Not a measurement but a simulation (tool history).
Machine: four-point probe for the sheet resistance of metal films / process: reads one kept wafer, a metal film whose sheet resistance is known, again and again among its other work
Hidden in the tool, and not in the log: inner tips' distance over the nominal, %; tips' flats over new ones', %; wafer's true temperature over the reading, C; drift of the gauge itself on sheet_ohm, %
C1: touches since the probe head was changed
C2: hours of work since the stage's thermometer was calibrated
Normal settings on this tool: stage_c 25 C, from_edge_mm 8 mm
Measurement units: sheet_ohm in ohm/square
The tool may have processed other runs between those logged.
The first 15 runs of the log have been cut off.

run 16 hour=526.3 | stage_c=23 from_edge_mm=8 | C1=44716 C2=402 | sheet_ohm=2.405187
run 17 hour=562.6 | stage_c=25 from_edge_mm=8 | C1=45879 C2=423 | sheet_ohm=2.410903
run 18 hour=585.5 | stage_c=25 from_edge_mm=8 | C1=46614 C2=435 | sheet_ohm=2.409957
run 19 hour=612.9 | stage_c=25 from_edge_mm=12 | C1=47492 C2=450 | sheet_ohm=2.399281
run 20 hour=633.7 | stage_c=23 from_edge_mm=8 | C1=48157 C2=462 | sheet_ohm=2.406055
run 21 hour=669.9 | stage_c=23 from_edge_mm=8 | C1=49319 C2=482 | sheet_ohm=2.405088
run 22 hour=709.4 | stage_c=24 from_edge_mm=8 | C1=50586 C2=504 | sheet_ohm=2.408513
run 23 hour=743.6 | stage_c=34 from_edge_mm=20 | C1=51681 C2=523 | sheet_ohm=2.415724
run 24 hour=790.3 | stage_c=34 from_edge_mm=20 | C1=53177 C2=549 | sheet_ohm=2.415384
run 25 hour=840.7 | stage_c=34 from_edge_mm=20 | C1=54794 C2=577 | sheet_ohm=2.414664
run 26 hour=869.5 | stage_c=24 from_edge_mm=6 | C1=55717 C2=593 | sheet_ohm=2.424205
run 27 hour=919.9 | stage_c=22 from_edge_mm=6 | C1=57332 C2=621 | sheet_ohm=2.418278
run 28 hour=953.8 | stage_c=30 from_edge_mm=7 | C1=58419 C2=640 | sheet_ohm=2.429329
run 29 hour=978.3 | stage_c=26 from_edge_mm=5 | C1=59206 C2=653 | sheet_ohm=2.443122
run 30 hour=1015.4 | stage_c=19 from_edge_mm=3 | C1=60394 C2=674 | sheet_ohm=2.509639
run 31 hour=1050.8 | stage_c=35 from_edge_mm=72 | C1=61529 C2=693 | sheet_ohm=2.414433
run 32 hour=1089.2 | stage_c=35 from_edge_mm=72 | C1=62762 C2=715 | sheet_ohm=2.415301
run 33 hour=1119.2 | stage_c=33 from_edge_mm=10 | C1=63721 C2=731 | sheet_ohm=2.422989
run 34 hour=1144.3 | stage_c=23 from_edge_mm=8 | C1=64527 C2=745 | sheet_ohm=2.405494
run 35 hour=1189 | stage_c=35 from_edge_mm=12 | C1=65961 C2=770 | sheet_ohm=2.423268
run 36 hour=1226.6 | stage_c=24 from_edge_mm=12 | C1=67167 C2=791 | sheet_ohm=2.397214
run 37 hour=1272.3 | stage_c=25 from_edge_mm=42 | C1=68631 C2=816 | sheet_ohm=2.391457
run 38 hour=1307.1 | stage_c=25 from_edge_mm=15 | C1=69745 C2=836 | sheet_ohm=2.396769
run 39 hour=1331.8 | stage_c=29 from_edge_mm=10 | C1=70538 C2=849 | sheet_ohm=2.413755

The next listed run, before its measurement:
run 40 hour=1367.3 | stage_c=24 from_edge_mm=14 | C1=71677 C2=869 | sheet_ohm=?

{"run 40": {"sheet_ohm": 2.395452}}
With no hidden state in the tool, this same run would have given sheet_ohm 2.395665 ohm/square.
